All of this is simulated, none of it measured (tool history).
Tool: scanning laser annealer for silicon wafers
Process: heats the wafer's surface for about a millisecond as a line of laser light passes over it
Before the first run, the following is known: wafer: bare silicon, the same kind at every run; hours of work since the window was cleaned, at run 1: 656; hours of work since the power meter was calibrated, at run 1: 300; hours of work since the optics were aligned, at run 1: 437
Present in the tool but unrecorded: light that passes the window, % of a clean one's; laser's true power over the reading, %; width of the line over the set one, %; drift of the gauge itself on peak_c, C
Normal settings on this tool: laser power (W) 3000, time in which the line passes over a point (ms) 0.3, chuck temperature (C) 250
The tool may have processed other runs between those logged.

run   hour  laser power (W)  time in which the line passes over a point (ms)  chuck temperature (C)  hours of work since the window was cleaned  hours of work since the power meter was calibrated  hours of work since the optics were aligned  highest temperature of the surface (C)
  1      0             3000                                              0.3                    250                                         656                                                 300                                          437                                    1049
  2   17.5             3000                                              0.3                    250                                         667                                                 311                                          448                                    1048
  3   38.8             3000                                              0.3                    250                                         680                                                 324                                          461                                    1048
  4   52.2             3000                                              0.3                    250                                         689                                                 332                                          469                                    1047
  5   80.4             3000                                              0.3                    243                                         706                                                 350                                          487                                    1038
  6   99.5             3000                                              0.3                    243                                         718                                                 362                                          499                                    1036
  7  125.9             3000                                            0.337                    243                                         734                                                 378                                          515                                    1092
  8  139.9             2843                                              0.3                    250                                         743                                                 387                                          524                                     993
  9  169.2             2843                                              0.3                    250                                         761                                                 405                                          542                                     992
 10  190.1             2606                                              0.3                    250                                         774                                                 418                                          555                                     915
 11  222.7             2606                                              0.3                    232                                         795                                                 438                                          575                                     900
 12  244.4             3000                                              0.3                    250                                         808                                                 452                                          589                                    1040
 13  271.3             3000                                              0.3                    250                                         825                                                 469                                          606                                    1036
 14  298.5             3000                                              0.3                    250                                         842                                                 486                                          623                                    1036
 15    331             3000                                              0.3                    250                                         862                                                 506                                          643                                    1036
 16  357.9             2631                                              0.3                    250                                         879                                                 522                                          660                                     921
 17  373.6             2631                                              0.3                    250                                         889                                                 532                                          669                                     920
 18  394.1             2631                                              0.3                    250                                         901                                                 545                                          682                                     917
 19  413.6             2631                                              0.3                    250                                         913                                                 557                                          694                                     919
 20  445.5             3000                                              0.3                    250                                         933                                                 577                                          714                                    1031
 21    473             3000                                              0.3                    250                                         950                                                 594                                          731                                    1034
     479.8  -- window over the wafer cleaned
 22  502.7             2894                                            0.292                    237                                          14                                                 611                                          748                                    1018
 23  523.4             2882                                            0.233                    237                                          27                                                 624                                          761                                     919
 24  555.4             3092                                              0.3                    240                                          47                                                 644                                          781                                    1100
 25  573.8             3151                                              0.3                    250                                          59                                                 656                                          793                                    1125
 26  587.4             2884                                            0.284                    250                                          67                                                 664                                          801                                    1012
 27  618.2             2884                                            0.284                    250                                          86                                                 683                                          820                                    1012
 28  639.8             2884                                            0.308                    250                                         100                                                 697                                          834                                    1044
 29  657.5             2884                                            0.308                    250                                         111                                                 708                                          845                                    1049
 30  678.6             2884                                            0.308                    280                                         124                                                 721                                          858                                    1077
 31  709.6             3078                                            0.261                    217                                         143                                                 740                                          877                                     998
 32  724.4             2920                                            0.284                    217                                         152                                                 749                                          886                                     988
 33  756.4             3121                                            0.215                    276                                         172                                                 769                                          906                                     986
 34  784.3             3121                                            0.215                    276                                         189                                                 787                                          924                                     983
 35  802.8             3121                                            0.373                    276                                         201                                                 798                                          935                                    1248
 36    817             3230                                            0.319                    264                                         210                                                 807                                          944                                    1194
 37  832.9             3227                                            0.283                    250                                         220                                                 817                                          954                                    1112
 38  864.6             2668                                            0.215                    229                                         239                                                 837                                          974                                     811
 39  885.4             2632                                            0.286                    215                                         252                                                 849                                          986                                     892
     891.7  -- optics aligned, line set to its width
 40  919.6             3202                                              0.3                    274                                         271                                                 868                                           17                                    1165

Take each entry between the runs: how does the hidden state at the last listed run before it differ from the hidden state at the first listed run after it?
In the gap between runs 21 and 22: window over the wafer cleaned (hour 479.8)
  light that passes the window, % of a clean one's: 94.89 -> 99.86; laser's true power over the reading, %: -0.17 -> -0.16; width of the line over the set one, %: 1.41 -> 1.44
  the result without the hidden state subtracted from the measured one, highest temperature of the surface (C): -60 -> -10
In the gap between runs 39 and 40: optics aligned, line set to its width (hour 891.7)
  light that passes the window, % of a clean one's: 98.6 -> 98.5; width of the line over the set one, %: 1.9 -> 0.28
  the result without the hidden state subtracted from the measured one, highest temperature of the surface (C): -21 -> -19
